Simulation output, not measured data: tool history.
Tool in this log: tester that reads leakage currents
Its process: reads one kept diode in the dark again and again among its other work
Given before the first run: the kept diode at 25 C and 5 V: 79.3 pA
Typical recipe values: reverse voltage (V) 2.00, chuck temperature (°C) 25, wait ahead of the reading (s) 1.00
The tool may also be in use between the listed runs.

| run | day | reverse voltage (V) | chuck temperature (°C) | wait ahead of the reading (s) | current that the tester gives (pA) |
|---|---|---|---|---|---|
| 1 | 0.000 | 2.00 | 25 | 1.00 | 70.50 |
| 2 | 4.404 | 2.00 | 31 | 1.00 | 113.83 |
| 3 | 8.396 | 2.00 | 29 | 1.00 | 98.70 |
| 4 | 12.804 | 2.00 | 29 | 1.00 | 99.37 |
| 5 | 17.192 | 2.00 | 29 | 1.00 | 99.84 |
| 6 | 19.546 | 2.00 | 29 | 1.00 | 100.16 |
|  | 20.592 | chuck's temperature calibrated |
| 7 | 22.108 | 2.00 | 29 | 1.00 | 83.51 |
| 8 | 24.496 | 4.93 | 28 | 1.00 | 109.66 |
| 9 | 27.525 | 7.04 | 44 | 5.31 | 402.81 |
| 10 | 30.233 | 2.34 | 21 | 3.22 | 48.23 |

What does the tool deliver on the next run?
|  | 32.700 | probe card cleaned and baked |
| 11 | 34.962 | 2.00 | 25 | 5.65 | ? |

current that the tester gives (pA): 60.50
Minus the tool's unlogged condition, the same run would have read current that the tester gives (pA) 57.81.
